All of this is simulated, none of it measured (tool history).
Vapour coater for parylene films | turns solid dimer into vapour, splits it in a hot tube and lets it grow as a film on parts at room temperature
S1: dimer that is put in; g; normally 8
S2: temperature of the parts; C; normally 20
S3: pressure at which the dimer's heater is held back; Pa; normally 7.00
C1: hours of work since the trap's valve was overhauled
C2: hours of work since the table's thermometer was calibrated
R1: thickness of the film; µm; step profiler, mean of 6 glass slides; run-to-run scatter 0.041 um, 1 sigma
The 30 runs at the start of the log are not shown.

run     day  S1  S2     S3   C1    C2    R1
 31  46.408   4  14   5.43  214  1507  2.38
 32  48.329   8  26  11.39  238  1530  3.50
 33  49.788   8  26  11.39  255  1548  3.45
 34  51.496   8  14   2.89  276  1568  4.97
 35  52.625   8  20   7.00  290  1582  3.96
 36  54.592   8  20   7.00  313  1606  3.95
 37  56.117  14  17   2.61  332  1624  7.81
 38  57.346  14  17   2.61  347  1639  7.72
     57.871  -- trap's valve overhauled
 39  58.646  12  23  11.55    9  1653  6.17
 40  59.600   7  16   2.46   21  1664  4.66
 41  61.667   3  20   7.00   46  1689  1.68

Each row is a separate what-if for the run after 41, all from the same tool condition, not one after another. Results?
  A  63.079  11  29  7.00  63  1706   ?
  B  63.079   8  25  7.00  63  1706   ?
  C  63.079  12  20  7.00  63  1706   ?

run    R1
  A  5.07
  B  4.00
  C  6.59
The same runs, with their run-to-run variation unchanged, on a tool lacking any hidden condition would have given:
run    R1
  A  5.16
  B  4.07
  C  6.71
